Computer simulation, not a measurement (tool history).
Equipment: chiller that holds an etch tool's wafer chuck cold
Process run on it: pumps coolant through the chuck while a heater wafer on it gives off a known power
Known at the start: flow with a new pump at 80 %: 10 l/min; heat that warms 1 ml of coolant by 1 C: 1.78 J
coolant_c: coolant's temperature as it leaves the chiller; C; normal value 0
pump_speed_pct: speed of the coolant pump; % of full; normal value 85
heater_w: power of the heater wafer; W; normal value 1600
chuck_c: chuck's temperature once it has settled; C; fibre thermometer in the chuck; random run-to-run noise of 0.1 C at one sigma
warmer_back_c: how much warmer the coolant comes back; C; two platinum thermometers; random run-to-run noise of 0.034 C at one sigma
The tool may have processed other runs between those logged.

| run | day | coolant_c | pump_speed_pct | heater_w | chuck_c | warmer_back_c |
|---|---|---|---|---|---|---|
| 1 | 0.000 | 0 | 85 | 1600 | 16.8 | 5.39 |
| 2 | 3.346 | 5 | 85 | 1600 | 21.7 | 5.40 |
| 3 | 6.908 | 5 | 85 | 1600 | 21.8 | 5.32 |
| 4 | 12.238 | 5 | 77 | 1600 | 23.4 | 5.97 |
| 5 | 17.150 | -3 | 85 | 1600 | 14.3 | 5.43 |
| 6 | 22.171 | -3 | 85 | 1261 | 10.8 | 4.31 |

Run 7, settings as shown, results not yet in. Your forecast:
| 7 | 25.908 | -3 | 85 | 1261 | ? | ? |

chuck_c: 10.9 C
warmer_back_c: 4.32 C
With no hidden state in the tool, this same run would have given chuck_c 8.0 C, warmer_back_c 4.00 C.
